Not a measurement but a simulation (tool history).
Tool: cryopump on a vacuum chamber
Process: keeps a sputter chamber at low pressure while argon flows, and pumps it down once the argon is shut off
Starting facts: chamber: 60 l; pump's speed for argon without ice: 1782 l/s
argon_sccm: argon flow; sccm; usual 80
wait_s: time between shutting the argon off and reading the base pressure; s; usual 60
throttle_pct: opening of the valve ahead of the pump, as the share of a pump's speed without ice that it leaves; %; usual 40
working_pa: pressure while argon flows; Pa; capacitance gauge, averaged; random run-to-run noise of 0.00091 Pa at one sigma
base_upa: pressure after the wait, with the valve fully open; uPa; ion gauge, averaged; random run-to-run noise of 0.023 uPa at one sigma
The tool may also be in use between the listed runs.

| run | hour | argon_sccm | wait_s | throttle_pct | working_pa | base_upa |
|---|---|---|---|---|---|---|
| 1 | 0 | 80 | 60 | 40 | 0.1975 | 1.1 |
| 2 | 10.6 | 80 | 60 | 25 | 0.3151 | 1.11 |
| 3 | 23.1 | 80 | 60 | 40 | 0.1977 | 1.13 |
| 4 | 37.4 | 80 | 60 | 40 | 0.2014 | 1.16 |
| 5 | 51.2 | 43 | 60 | 40 | 0.1061 | 1.17 |
| 6 | 61.6 | 43 | 60 | 40 | 0.1077 | 1.17 |
| 7 | 77.7 | 43 | 60 | 40 | 0.1075 | 1.14 |
| 8 | 92.4 | 80 | 60 | 40 | 0.2011 | 1.23 |
| 9 | 103.4 | 80 | 60 | 40 | 0.2023 | 1.09 |
| 10 | 114.4 | 80 | 34 | 40 | 0.2013 | 1.69 |
| 11 | 129.4 | 80 | 77 | 31 | 0.2578 | 1.04 |
| 12 | 146.8 | 80 | 77 | 31 | 0.259 | 1.05 |
| 13 | 163.9 | 80 | 270 | 40 | 0.2039 | 0.74 |
| 14 | 181.2 | 80 | 270 | 40 | 0.2039 | 0.7 |
| 15 | 198.3 | 80 | 126 | 40 | 0.2021 | 0.91 |
| 16 | 207.6 | 80 | 39 | 16 | 0.4882 | 1.6 |
| 17 | 214.8 | 80 | 39 | 16 | 0.492 | 1.59 |
| 18 | 223.9 | 80 | 39 | 16 | 0.4905 | 1.55 |
| 19 | 233.1 | 80 | 39 | 16 | 0.487 | 1.62 |
| 20 | 246.2 | 80 | 209 | 40 | 0.2065 | 0.79 |

4 options for the next run, each taken on its own from the tool as it stands now. Forecast them:
| A | 261 | 97 | 44 | 53 | ? | ? |
| B | 261 | 39 | 209 | 40 | ? | ? |
| C | 261 | 71 | 25 | 18 | ? | ? |
| D | 261 | 45 | 286 | 52 | ? | ? |

| run | working_pa | base_upa |
|---|---|---|
| A | 0.1956 | 1.53 |
| B | 0.1017 | 0.8 |
| C | 0.3918 | 2.22 |
| D | 0.0923 | 0.74 |
Had the tool no hidden state, the same runs would have come out as:
| run | working_pa | base_upa |
|---|---|---|
| A | 0.1748 | 1.06 |
| B | 0.0934 | 0.32 |
| C | 0.3766 | 1.75 |
| D | 0.0827 | 0.28 |
